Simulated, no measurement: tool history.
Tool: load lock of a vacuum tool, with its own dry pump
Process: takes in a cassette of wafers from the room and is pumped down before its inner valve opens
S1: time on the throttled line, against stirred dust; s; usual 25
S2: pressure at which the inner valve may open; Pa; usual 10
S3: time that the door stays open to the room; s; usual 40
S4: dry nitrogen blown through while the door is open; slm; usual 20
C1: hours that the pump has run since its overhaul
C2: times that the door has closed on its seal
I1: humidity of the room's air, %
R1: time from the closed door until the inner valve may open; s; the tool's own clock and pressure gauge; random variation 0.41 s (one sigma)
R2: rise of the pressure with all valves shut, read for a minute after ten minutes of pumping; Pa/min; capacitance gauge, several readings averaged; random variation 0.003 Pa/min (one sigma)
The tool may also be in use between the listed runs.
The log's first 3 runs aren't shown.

run	hour	S1	S2	S3	S4	C1	C2	I1	R1	R2
4	781.1	25	10	40	16	1682	6414	44.2	47.6	0.043
5	971.4	33	10	40	20	1872	6935	44.3	53.2	0.041
6	1270.1	25	10	40	20	2171	7752	44.6	46.9	0.048
7	1688.6	25	10	40	20	2589	8897	47.7	47.6	0.053
8	2046.3	34	10	40	20	2947	9875	43.5	54.2	0.055
9	2370.5	25	18	40	20	3271	10763	43.9	46.0	0.063
10	2743.4	25	18	40	20	3644	11783	43.0	45.8	0.067
11	2964.4	25	18	40	20	3865	12387	45.0	45.4	0.072
12	3292.1	25	10	40	20	4193	13284	43.7	47.3	0.079
13	3629.0	30	10	40	20	4530	14206	47.1	51.2	0.082
14	4001.6	25	10	28	20	4902	15225	44.0	48.9	0.091
15	4178.2	25	10	28	20	5079	15708	45.0	48.2	0.091
16	4562.3	25	16	28	20	5463	16759	41.7	46.6	0.101
17	4842.1	25	16	28	20	5743	17525	40.4	47.0	0.117
18	5027.1	25	16	28	20	5928	18031	39.5	46.5	0.120
19	5296.1	25	16	28	20	6197	18767	43.1	46.5	0.127
20	5485.9	15	10	40	35	6387	19286	43.1	41.9	0.125
21	5890.7	15	13	40	20	6791	20394	41.9	40.5	0.132
# hour 6068.8: door's seal changed, seat wiped
22	6296.9	15	13	40	20	7196	624	43.5	41.0	0.021
23	6593.2	28	13	40	9	7492	1434	40.9	50.7	0.031
24	6866.7	28	13	40	9	7766	2183	43.2	49.8	0.036

Forecast run 25:
25	7281.5	12	10	143	20	8181	3318	42.9	?	?

Run 25 gave R1 40.8 s, R2 0.046 Pa/min.
Without the tool's hidden state the same run would have given R1 37.5 s, R2 0.037 Pa/min.

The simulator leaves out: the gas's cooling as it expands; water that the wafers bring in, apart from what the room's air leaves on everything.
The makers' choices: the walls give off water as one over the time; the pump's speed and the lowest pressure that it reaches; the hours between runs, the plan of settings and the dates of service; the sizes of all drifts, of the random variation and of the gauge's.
